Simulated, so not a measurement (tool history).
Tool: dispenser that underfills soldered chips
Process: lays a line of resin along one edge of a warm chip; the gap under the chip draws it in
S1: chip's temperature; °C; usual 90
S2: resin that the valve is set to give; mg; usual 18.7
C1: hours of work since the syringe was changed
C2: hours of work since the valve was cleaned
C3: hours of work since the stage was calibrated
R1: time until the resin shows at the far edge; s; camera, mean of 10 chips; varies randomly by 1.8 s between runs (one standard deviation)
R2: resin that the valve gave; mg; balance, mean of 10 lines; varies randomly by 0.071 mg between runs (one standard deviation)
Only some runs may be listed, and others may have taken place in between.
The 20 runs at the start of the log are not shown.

{"run": 21, "day": 4.075, "S1": 79, "S2": 18.4, "C1": 10, "C2": 25, "C3": 153, "R1": 374.1, "R2": 18.1}
{"day": 4.221, "done": "new syringe of resin"}
{"run": 22, "day": 4.254, "S1": 79, "S2": 18.4, "C1": 1, "C2": 27, "C3": 156, "R1": 276.7, "R2": 18.17}
{"run": 23, "day": 4.525, "S1": 97, "S2": 18.7, "C1": 5, "C2": 31, "C3": 160, "R1": 172.9, "R2": 18.29}
{"run": 24, "day": 4.746, "S1": 97, "S2": 18.7, "C1": 8, "C2": 35, "C3": 163, "R1": 195.6, "R2": 18.38}
{"day": 4.979, "done": "new syringe of resin"}
{"run": 25, "day": 4.979, "S1": 82, "S2": 17.2, "C1": 0, "C2": 39, "C3": 167, "R1": 246.8, "R2": 16.81}
{"run": 26, "day": 5.233, "S1": 82, "S2": 17.2, "C1": 4, "C2": 43, "C3": 171, "R1": 279.7, "R2": 16.97}
{"run": 27, "day": 5.488, "S1": 80, "S2": 17.3, "C1": 8, "C2": 47, "C3": 175, "R1": 349.0, "R2": 16.93}
{"run": 28, "day": 5.671, "S1": 79, "S2": 24.0, "C1": 11, "C2": 49, "C3": 178, "R1": 372.1, "R2": 23.38}
{"day": 5.742, "done": "new syringe of resin"}
{"run": 29, "day": 5.871, "S1": 89, "S2": 18.7, "C1": 2, "C2": 52, "C3": 181, "R1": 210.5, "R2": 18.29}
{"run": 30, "day": 6.104, "S1": 85, "S2": 18.7, "C1": 6, "C2": 56, "C3": 185, "R1": 271.2, "R2": 18.18}
{"run": 31, "day": 6.308, "S1": 104, "S2": 21.7, "C1": 9, "C2": 59, "C3": 188, "R1": 160.1, "R2": 21.15}
{"day": 6.512, "done": "new syringe of resin"}
{"run": 32, "day": 6.571, "S1": 104, "S2": 21.7, "C1": 1, "C2": 63, "C3": 192, "R1": 121.6, "R2": 21.08}

Run 33 is up next; what results do you expect?
{"run": 33, "day": 6.833, "S1": 102, "S2": 19.3, "C1": 5, "C2": 68, "C3": 196, "R1": "?", "R2": "?"}

{"run 33": {"R1": 150.8, "R2": 18.83}}
Had the tool carried no hidden state, the very same run would have given R1 124.8 s, R2 19.50 mg.

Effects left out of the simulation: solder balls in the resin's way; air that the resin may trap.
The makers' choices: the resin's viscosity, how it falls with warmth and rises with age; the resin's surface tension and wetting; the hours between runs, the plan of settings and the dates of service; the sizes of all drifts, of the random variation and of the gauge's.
